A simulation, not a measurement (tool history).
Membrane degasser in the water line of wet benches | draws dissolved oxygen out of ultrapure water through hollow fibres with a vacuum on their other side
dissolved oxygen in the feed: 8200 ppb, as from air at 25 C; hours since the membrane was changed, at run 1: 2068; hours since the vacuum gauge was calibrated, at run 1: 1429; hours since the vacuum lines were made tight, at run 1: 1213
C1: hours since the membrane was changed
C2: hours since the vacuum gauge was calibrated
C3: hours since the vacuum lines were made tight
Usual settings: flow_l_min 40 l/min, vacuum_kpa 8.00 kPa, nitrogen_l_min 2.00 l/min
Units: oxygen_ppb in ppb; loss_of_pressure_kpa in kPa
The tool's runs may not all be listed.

run 1 hour=0.0 | flow_l_min=40 vacuum_kpa=8.00 nitrogen_l_min=2.00 | C1=2068 C2=1429 C3=1213 | oxygen_ppb=224.4 loss_of_pressure_kpa=46.36
run 2 hour=63.3 | flow_l_min=40 vacuum_kpa=8.00 nitrogen_l_min=2.00 | C1=2131 C2=1492 C3=1277 | oxygen_ppb=221.4 loss_of_pressure_kpa=46.39
run 3 hour=132.2 | flow_l_min=40 vacuum_kpa=8.00 nitrogen_l_min=2.00 | C1=2200 C2=1561 C3=1346 | oxygen_ppb=223.0 loss_of_pressure_kpa=45.98
run 4 hour=261.3 | flow_l_min=40 vacuum_kpa=8.00 nitrogen_l_min=2.00 | C1=2329 C2=1690 C3=1475 | oxygen_ppb=220.1 loss_of_pressure_kpa=46.08
run 5 hour=361.5 | flow_l_min=40 vacuum_kpa=8.00 nitrogen_l_min=2.00 | C1=2430 C2=1790 C3=1575 | oxygen_ppb=224.3 loss_of_pressure_kpa=46.46
run 6 hour=442.2 | flow_l_min=40 vacuum_kpa=8.00 nitrogen_l_min=2.00 | C1=2510 C2=1871 C3=1656 | oxygen_ppb=225.4 loss_of_pressure_kpa=46.46
run 7 hour=533.9 | flow_l_min=40 vacuum_kpa=8.00 nitrogen_l_min=1.63 | C1=2602 C2=1963 C3=1747 | oxygen_ppb=259.5 loss_of_pressure_kpa=46.65
run 8 hour=606.0 | flow_l_min=40 vacuum_kpa=8.00 nitrogen_l_min=3.11 | C1=2674 C2=2035 C3=1819 | oxygen_ppb=154.3 loss_of_pressure_kpa=46.64
run 9 hour=707.5 | flow_l_min=40 vacuum_kpa=8.00 nitrogen_l_min=3.11 | C1=2776 C2=2136 C3=1921 | oxygen_ppb=155.2 loss_of_pressure_kpa=46.31
run 10 hour=781.2 | flow_l_min=40 vacuum_kpa=8.00 nitrogen_l_min=3.11 | C1=2849 C2=2210 C3=1995 | oxygen_ppb=155.3 loss_of_pressure_kpa=46.01
run 11 hour=912.5 | flow_l_min=40 vacuum_kpa=8.00 nitrogen_l_min=3.11 | C1=2981 C2=2341 C3=2126 | oxygen_ppb=156.7 loss_of_pressure_kpa=46.84
run 12 hour=984.6 | flow_l_min=40 vacuum_kpa=8.78 nitrogen_l_min=2.00 | C1=3053 C2=2413 C3=2198 | oxygen_ppb=256.9 loss_of_pressure_kpa=46.62
run 13 hour=1040.8 | flow_l_min=40 vacuum_kpa=8.78 nitrogen_l_min=2.00 | C1=3109 C2=2470 C3=2254 | oxygen_ppb=254.6 loss_of_pressure_kpa=46.77
run 14 hour=1132.8 | flow_l_min=40 vacuum_kpa=8.78 nitrogen_l_min=2.00 | C1=3201 C2=2562 C3=2346 | oxygen_ppb=255.9 loss_of_pressure_kpa=46.78
run 15 hour=1269.0 | flow_l_min=40 vacuum_kpa=15.37 nitrogen_l_min=2.00 | C1=3337 C2=2698 C3=2482 | oxygen_ppb=528.3 loss_of_pressure_kpa=46.87
run 16 hour=1388.9 | flow_l_min=40 vacuum_kpa=15.37 nitrogen_l_min=2.00 | C1=3457 C2=2818 C3=2602 | oxygen_ppb=532.5 loss_of_pressure_kpa=46.92
run 17 hour=1467.2 | flow_l_min=40 vacuum_kpa=13.73 nitrogen_l_min=2.00 | C1=3535 C2=2896 C3=2681 | oxygen_ppb=455.5 loss_of_pressure_kpa=47.06
run 18 hour=1605.1 | flow_l_min=62 vacuum_kpa=10.82 nitrogen_l_min=2.78 | C1=3673 C2=3034 C3=2819 | oxygen_ppb=439.0 loss_of_pressure_kpa=73.08
run 19 hour=1689.8 | flow_l_min=62 vacuum_kpa=10.82 nitrogen_l_min=2.78 | C1=3758 C2=3119 C3=2903 | oxygen_ppb=440.2 loss_of_pressure_kpa=73.27
run 20 hour=1777.9 | flow_l_min=47 vacuum_kpa=10.82 nitrogen_l_min=2.78 | C1=3846 C2=3207 C3=2991 | oxygen_ppb=309.8 loss_of_pressure_kpa=55.01
run 21 hour=1834.7 | flow_l_min=40 vacuum_kpa=13.52 nitrogen_l_min=1.01 | C1=3903 C2=3264 C3=3048 | oxygen_ppb=768.0 loss_of_pressure_kpa=47.37
run 22 hour=1944.0 | flow_l_min=40 vacuum_kpa=13.52 nitrogen_l_min=1.01 | C1=4012 C2=3373 C3=3157 | oxygen_ppb=756.4 loss_of_pressure_kpa=47.31
run 23 hour=2007.6 | flow_l_min=40 vacuum_kpa=13.52 nitrogen_l_min=1.01 | C1=4076 C2=3436 C3=3221 | oxygen_ppb=776.3 loss_of_pressure_kpa=47.19
run 24 hour=2080.1 | flow_l_min=31 vacuum_kpa=13.52 nitrogen_l_min=5.23 | C1=4148 C2=3509 C3=3294 | oxygen_ppb=148.3 loss_of_pressure_kpa=36.43
run 25 hour=2202.2 | flow_l_min=31 vacuum_kpa=13.52 nitrogen_l_min=5.23 | C1=4270 C2=3631 C3=3416 | oxygen_ppb=148.2 loss_of_pressure_kpa=36.43
run 26 hour=2292.1 | flow_l_min=32 vacuum_kpa=13.80 nitrogen_l_min=1.54 | C1=4360 C2=3721 C3=3506 | oxygen_ppb=472.2 loss_of_pressure_kpa=37.70
-- hour=2355.8 gauge calibrated
run 27 hour=2417.7 | flow_l_min=32 vacuum_kpa=15.75 nitrogen_l_min=1.26 | C1=4486 C2=3847 C3=3631 | oxygen_ppb=636.4 loss_of_pressure_kpa=36.87
run 28 hour=2504.9 | flow_l_min=32 vacuum_kpa=10.83 nitrogen_l_min=2.08 | C1=4573 C2=3934 C3=3718 | oxygen_ppb=265.0 loss_of_pressure_kpa=36.88
run 29 hour=2626.0 | flow_l_min=32 vacuum_kpa=10.83 nitrogen_l_min=2.70 | C1=4694 C2=4055 C3=3840 | oxygen_ppb=208.0 loss_of_pressure_kpa=37.01
run 30 hour=2700.8 | flow_l_min=32 vacuum_kpa=10.83 nitrogen_l_min=2.70 | C1=4769 C2=4130 C3=3914 | oxygen_ppb=212.6 loss_of_pressure_kpa=37.22
run 31 hour=2797.0 | flow_l_min=32 vacuum_kpa=10.83 nitrogen_l_min=3.34 | C1=4865 C2=4226 C3=4010 | oxygen_ppb=177.8 loss_of_pressure_kpa=37.25
run 32 hour=2926.6 | flow_l_min=32 vacuum_kpa=13.87 nitrogen_l_min=0.90 | C1=4995 C2=4355 C3=4140 | oxygen_ppb=726.7 loss_of_pressure_kpa=37.33

Forecast each of these 3 alternatives for the next run:
run A hour=3055.7 | flow_l_min=28 vacuum_kpa=13.87 nitrogen_l_min=3.52 | C1=5124 C2=4485 C3=4269 | oxygen_ppb=? loss_of_pressure_kpa=?
run B hour=3055.7 | flow_l_min=41 vacuum_kpa=8.59 nitrogen_l_min=1.56 | C1=5124 C2=4485 C3=4269 | oxygen_ppb=? loss_of_pressure_kpa=?
run C hour=3055.7 | flow_l_min=37 vacuum_kpa=8.00 nitrogen_l_min=2.00 | C1=5124 C2=4485 C3=4269 | oxygen_ppb=? loss_of_pressure_kpa=?

run=A oxygen_ppb=199.9 loss_of_pressure_kpa=32.53
run=B oxygen_ppb=315.8 loss_of_pressure_kpa=47.60
run=C oxygen_ppb=207.7 loss_of_pressure_kpa=43.15
Without the tool's hidden state the same runs would have given:
run=A oxygen_ppb=199.8 loss_of_pressure_kpa=32.27
run=B oxygen_ppb=315.5 loss_of_pressure_kpa=47.21
run=C oxygen_ppb=207.5 loss_of_pressure_kpa=42.80

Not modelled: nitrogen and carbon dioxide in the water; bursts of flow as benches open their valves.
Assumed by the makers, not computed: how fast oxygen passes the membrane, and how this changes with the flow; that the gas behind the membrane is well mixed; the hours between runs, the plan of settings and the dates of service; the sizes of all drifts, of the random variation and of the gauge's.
